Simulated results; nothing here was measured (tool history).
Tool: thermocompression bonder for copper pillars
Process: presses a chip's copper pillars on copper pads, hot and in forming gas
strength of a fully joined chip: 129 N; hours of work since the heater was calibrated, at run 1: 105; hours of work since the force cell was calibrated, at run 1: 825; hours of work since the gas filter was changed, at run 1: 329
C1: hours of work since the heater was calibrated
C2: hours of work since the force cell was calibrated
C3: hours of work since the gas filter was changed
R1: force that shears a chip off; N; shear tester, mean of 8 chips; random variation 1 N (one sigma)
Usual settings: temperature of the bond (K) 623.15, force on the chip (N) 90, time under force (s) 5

run 1 hour=0 | temperature_of_the_bond_(K)=623.15 force_on_the_chip_(N)=90 time_under_force_(s)=5 | C1=105 C2=825 C3=329 | R1=82.8
run 2 hour=6.3 | temperature_of_the_bond_(K)=623.15 force_on_the_chip_(N)=60 time_under_force_(s)=5 | C1=108 C2=828 C3=332 | R1=58.3
run 3 hour=13.9 | temperature_of_the_bond_(K)=623.15 force_on_the_chip_(N)=60 time_under_force_(s)=5 | C1=112 C2=832 C3=337 | R1=59.4
run 4 hour=23.7 | temperature_of_the_bond_(K)=623.15 force_on_the_chip_(N)=60 time_under_force_(s)=5 | C1=118 C2=838 C3=342 | R1=58.6
run 5 hour=30.9 | temperature_of_the_bond_(K)=623.15 force_on_the_chip_(N)=90 time_under_force_(s)=13 | C1=122 C2=842 C3=346 | R1=97
-- hour=40.2 forming gas filter changed
run 6 hour=40.2 | temperature_of_the_bond_(K)=623.15 force_on_the_chip_(N)=90 time_under_force_(s)=13 | C1=126 C2=847 C3=0 | R1=112.7
run 7 hour=47.4 | temperature_of_the_bond_(K)=623.15 force_on_the_chip_(N)=90 time_under_force_(s)=13 | C1=130 C2=851 C3=4 | R1=110.4
run 8 hour=57 | temperature_of_the_bond_(K)=623.15 force_on_the_chip_(N)=90 time_under_force_(s)=13 | C1=136 C2=856 C3=9 | R1=114.4
run 9 hour=62.1 | temperature_of_the_bond_(K)=623.15 force_on_the_chip_(N)=90 time_under_force_(s)=13 | C1=138 C2=859 C3=12 | R1=111.7
run 10 hour=69.1 | temperature_of_the_bond_(K)=623.15 force_on_the_chip_(N)=90 time_under_force_(s)=5 | C1=142 C2=862 C3=16 | R1=94.9
run 11 hour=78.1 | temperature_of_the_bond_(K)=623.15 force_on_the_chip_(N)=90 time_under_force_(s)=5 | C1=147 C2=867 C3=21 | R1=91.9
run 12 hour=83.5 | temperature_of_the_bond_(K)=623.15 force_on_the_chip_(N)=92 time_under_force_(s)=5 | C1=150 C2=870 C3=24 | R1=93.7
run 13 hour=88.6 | temperature_of_the_bond_(K)=648.15 force_on_the_chip_(N)=56 time_under_force_(s)=7 | C1=153 C2=873 C3=26 | R1=86.3
run 14 hour=94.6 | temperature_of_the_bond_(K)=593.15 force_on_the_chip_(N)=111 time_under_force_(s)=7 | C1=156 C2=876 C3=30 | R1=91.5
run 15 hour=99.5 | temperature_of_the_bond_(K)=623.15 force_on_the_chip_(N)=133 time_under_force_(s)=7 | C1=159 C2=879 C3=32 | R1=115
run 16 hour=107.1 | temperature_of_the_bond_(K)=649.15 force_on_the_chip_(N)=90 time_under_force_(s)=14 | C1=163 C2=883 C3=37 | R1=121.9
run 17 hour=112.2 | temperature_of_the_bond_(K)=649.15 force_on_the_chip_(N)=90 time_under_force_(s)=4 | C1=166 C2=886 C3=39 | R1=103.1
run 18 hour=116.9 | temperature_of_the_bond_(K)=614.15 force_on_the_chip_(N)=71 time_under_force_(s)=9 | C1=168 C2=889 C3=42 | R1=83.3
run 19 hour=125.5 | temperature_of_the_bond_(K)=613.15 force_on_the_chip_(N)=71 time_under_force_(s)=9 | C1=173 C2=893 C3=47 | R1=85.1
run 20 hour=133.1 | temperature_of_the_bond_(K)=607.15 force_on_the_chip_(N)=77 time_under_force_(s)=12 | C1=177 C2=897 C3=51 | R1=91.9
run 21 hour=139.7 | temperature_of_the_bond_(K)=593.15 force_on_the_chip_(N)=90 time_under_force_(s)=7 | C1=181 C2=901 C3=54 | R1=79.3
run 22 hour=146.3 | temperature_of_the_bond_(K)=646.15 force_on_the_chip_(N)=90 time_under_force_(s)=13 | C1=184 C2=905 C3=58 | R1=118.6
run 23 hour=153.8 | temperature_of_the_bond_(K)=646.15 force_on_the_chip_(N)=73 time_under_force_(s)=5 | C1=188 C2=909 C3=62 | R1=92.1

Forecast each of these 5 alternatives for the next run:
-- hour=158.3 force cell calibrated
run A hour=164.8 | temperature_of_the_bond_(K)=634.15 force_on_the_chip_(N)=90 time_under_force_(s)=4 | C1=194 C2=4 C3=67 | R1=?
-- hour=158.3 force cell calibrated
run B hour=164.8 | temperature_of_the_bond_(K)=644.15 force_on_the_chip_(N)=99 time_under_force_(s)=9 | C1=194 C2=4 C3=67 | R1=?
-- hour=158.3 force cell calibrated
run C hour=164.8 | temperature_of_the_bond_(K)=613.15 force_on_the_chip_(N)=86 time_under_force_(s)=7 | C1=194 C2=4 C3=67 | R1=?
-- hour=158.3 force cell calibrated
run D hour=164.8 | temperature_of_the_bond_(K)=623.15 force_on_the_chip_(N)=90 time_under_force_(s)=10 | C1=194 C2=4 C3=67 | R1=?
-- hour=158.3 force cell calibrated
run E hour=164.8 | temperature_of_the_bond_(K)=606.15 force_on_the_chip_(N)=72 time_under_force_(s)=3 | C1=194 C2=4 C3=67 | R1=?

run=A R1=87.8
run=B R1=113.3
run=C R1=84.2
run=D R1=99.9
run=E R1=51.6
Without the tool's hidden state the same runs would have given:
run=A R1=89.8
run=B R1=116
run=C R1=86.2
run=D R1=102.3
run=E R1=52.8

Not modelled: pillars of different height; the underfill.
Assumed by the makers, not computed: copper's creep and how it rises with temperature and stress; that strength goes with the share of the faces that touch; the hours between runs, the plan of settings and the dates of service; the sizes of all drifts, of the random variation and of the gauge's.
